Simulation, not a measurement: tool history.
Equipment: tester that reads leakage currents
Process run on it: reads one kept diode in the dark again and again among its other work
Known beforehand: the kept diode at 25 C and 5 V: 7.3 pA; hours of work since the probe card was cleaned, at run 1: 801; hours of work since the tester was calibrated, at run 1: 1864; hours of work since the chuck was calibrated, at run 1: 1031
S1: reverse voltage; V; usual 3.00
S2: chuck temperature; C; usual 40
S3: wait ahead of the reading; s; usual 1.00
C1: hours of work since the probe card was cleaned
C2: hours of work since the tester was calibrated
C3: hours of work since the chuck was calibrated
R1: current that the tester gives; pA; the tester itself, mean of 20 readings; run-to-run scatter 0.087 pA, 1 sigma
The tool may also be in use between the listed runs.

| run | hour | S1 | S2 | S3 | C1 | C2 | C3 | R1 |
|---|---|---|---|---|---|---|---|---|
| 1 | 0.0 | 3.00 | 40 | 1.00 | 801 | 1864 | 1031 | 28.19 |
| 2 | 145.3 | 3.00 | 40 | 1.00 | 914 | 1977 | 1144 | 28.91 |
| 3 | 289.6 | 3.00 | 40 | 1.00 | 1026 | 2089 | 1256 | 29.38 |
|  | 349.1 | probe card cleaned and baked |
| 4 | 429.7 | 3.00 | 40 | 1.00 | 63 | 2196 | 1362 | 23.20 |
| 5 | 563.0 | 3.00 | 40 | 2.03 | 166 | 2299 | 1466 | 23.47 |
|  | 651.1 | tester calibrated |
|  | 702.7 | chuck's temperature calibrated |
| 6 | 717.8 | 5.42 | 40 | 2.03 | 283 | 50 | 12 | 29.10 |
| 7 | 819.9 | 3.00 | 40 | 1.00 | 362 | 129 | 91 | 23.39 |
| 8 | 1005.4 | 3.00 | 40 | 1.00 | 506 | 273 | 235 | 24.01 |
| 9 | 1166.2 | 3.00 | 40 | 1.00 | 631 | 398 | 360 | 24.75 |
| 10 | 1293.9 | 3.00 | 40 | 1.00 | 730 | 497 | 459 | 25.35 |
| 11 | 1437.4 | 3.00 | 40 | 1.00 | 842 | 609 | 570 | 25.97 |
| 12 | 1537.2 | 3.00 | 40 | 1.00 | 919 | 686 | 648 | 26.52 |
| 13 | 1647.9 | 3.00 | 40 | 1.00 | 1005 | 772 | 734 | 26.83 |
|  | 1729.9 | probe card cleaned and baked |
| 14 | 1781.0 | 3.00 | 40 | 1.00 | 40 | 873 | 835 | 20.83 |
|  | 1863.0 | chuck's temperature calibrated, once more |
| 15 | 1884.7 | 3.00 | 40 | 9.31 | 119 | 952 | 17 | 24.07 |
| 16 | 1988.8 | 3.00 | 40 | 9.31 | 199 | 1033 | 98 | 24.34 |
| 17 | 2161.7 | 3.00 | 40 | 9.31 | 334 | 1167 | 232 | 25.06 |
| 18 | 2244.0 | 3.00 | 40 | 9.31 | 398 | 1231 | 296 | 25.54 |
| 19 | 2334.3 | 1.07 | 40 | 1.00 | 468 | 1301 | 366 | 16.91 |
| 20 | 2450.4 | 1.07 | 40 | 1.00 | 558 | 1391 | 456 | 16.98 |
| 21 | 2609.2 | 12.39 | 43 | 1.00 | 681 | 1515 | 579 | 71.02 |
| 22 | 2740.8 | 1.31 | 40 | 1.00 | 783 | 1617 | 681 | 19.11 |
| 23 | 2895.0 | 3.04 | 32 | 0.52 | 903 | 1736 | 801 | 19.03 |
| 24 | 2996.9 | 3.04 | 40 | 2.76 | 982 | 1816 | 880 | 29.08 |
| 25 | 3080.6 | 17.35 | 20 | 1.00 | 1047 | 1881 | 945 | 51.96 |
|  | 3108.4 | probe card cleaned and baked |
| 26 | 3251.4 | 17.35 | 20 | 1.00 | 111 | 2011 | 1075 | 17.30 |
| 27 | 3354.1 | 17.35 | 21 | 0.65 | 191 | 2090 | 1155 | 24.19 |
| 28 | 3498.5 | 1.21 | 33 | 0.38 | 303 | 2203 | 1267 | 10.41 |
| 29 | 3613.8 | 5.12 | 44 | 0.46 | 392 | 2292 | 1357 | 45.21 |
|  | 3714.7 | tester calibrated |
| 30 | 3757.4 | 2.28 | 30 | 0.35 | 502 | 33 | 1467 | 12.58 |
| 31 | 3835.7 | 5.30 | 40 | 1.00 | 563 | 94 | 1527 | 34.19 |
|  | 3897.5 | chuck's temperature calibrated |
| 32 | 4017.3 | 4.45 | 40 | 8.89 | 702 | 233 | 93 | 33.25 |
| 33 | 4210.2 | 1.24 | 43 | 0.33 | 852 | 383 | 243 | 24.52 |
| 34 | 4356.5 | 2.93 | 30 | 0.37 | 966 | 497 | 356 | 17.98 |
|  | 4496.1 | probe card cleaned and baked |
| 35 | 4504.6 | 2.93 | 30 | 0.37 | 7 | 609 | 469 | 11.84 |
| 36 | 4617.7 | 2.93 | 30 | 0.37 | 94 | 697 | 557 | 12.42 |
| 37 | 4777.1 | 13.30 | 28 | 2.52 | 218 | 821 | 680 | 21.13 |
| 38 | 4949.5 | 3.00 | 38 | 1.22 | 352 | 955 | 814 | 21.61 |
| 39 | 5130.1 | 2.22 | 26 | 1.22 | 492 | 1095 | 954 | 8.54 |

Describe how what the log doesn't record of the tool's condition differs between the last listed run preceding each entry between runs and the first listed run following it.
Logged between run 3 and run 4: probe card cleaned and baked (hour 349.1)
  stray current of the dirty probe card, pA a volt: 2.149 -> 0.148; current scale over the true one, %: 2.44 -> 2.56; true chuck temperature over the reading, C: -0.75 -> -0.82
  measured result minus the result with no hidden state, R1: +5.71 -> -0.54 pA
Logged between run 5 and run 6: tester calibrated (hour 651.1); chuck's temperature calibrated (hour 702.7)
  stray current of the dirty probe card, pA a volt: 0.366 -> 0.596; current scale over the true one, %: 2.69 -> 0.14; true chuck temperature over the reading, C: -0.89 -> -1.45
  measured result minus the result with no hidden state, R1: +0.01 -> -0.11 pA
Logged between run 13 and run 14: probe card cleaned and baked (hour 1729.9)
  stray current of the dirty probe card, pA a volt: 2.101 -> 0.106; current scale over the true one, %: 0.99 -> 1.11; true chuck temperature over the reading, C: -1.89 -> -1.96
  measured result minus the result with no hidden state, R1: +3.14 -> -2.97 pA
Logged between run 14 and run 15: chuck's temperature calibrated, once more (hour 1863.0)
  stray current of the dirty probe card, pA a volt: 0.106 -> 0.272; current scale over the true one, %: 1.11 -> 1.21; true chuck temperature over the reading, C: -1.96 -> 0
  measured result minus the result with no hidden state, R1: -2.97 -> +1.05 pA
Logged between run 25 and run 26: probe card cleaned and baked (hour 3108.4)
  stray current of the dirty probe card, pA a volt: 2.208 -> 0.254; current scale over the true one, %: 2.33 -> 2.49; true chuck temperature over the reading, C: -0.59 -> -0.68
  measured result minus the result with no hidden state, R1: +38.67 -> +4.02 pA
Logged between run 29 and run 30: tester calibrated (hour 3714.7)
  stray current of the dirty probe card, pA a volt: 0.857 -> 1.113; current scale over the true one, %: 2.81 -> -0.06; true chuck temperature over the reading, C: -0.86 -> -0.92
  measured result minus the result with no hidden state, R1: +2.88 -> +1.80 pA
Logged between run 31 and run 32: chuck's temperature calibrated (hour 3897.5)
  stray current of the dirty probe card, pA a volt: 1.229 -> 1.535; current scale over the true one, %: 0.01 -> 0.18; true chuck temperature over the reading, C: -0.96 -> -0.01
  measured result minus the result with no hidden state, R1: +4.23 -> +6.75 pA
Logged between run 34 and run 35: probe card cleaned and baked (hour 4496.1)
  stray current of the dirty probe card, pA a volt: 2.078 -> 0.033; current scale over the true one, %: 0.51 -> 0.65; true chuck temperature over the reading, C: -0.17 -> -0.24
  measured result minus the result with no hidden state, R1: +5.93 -> -0.09 pA
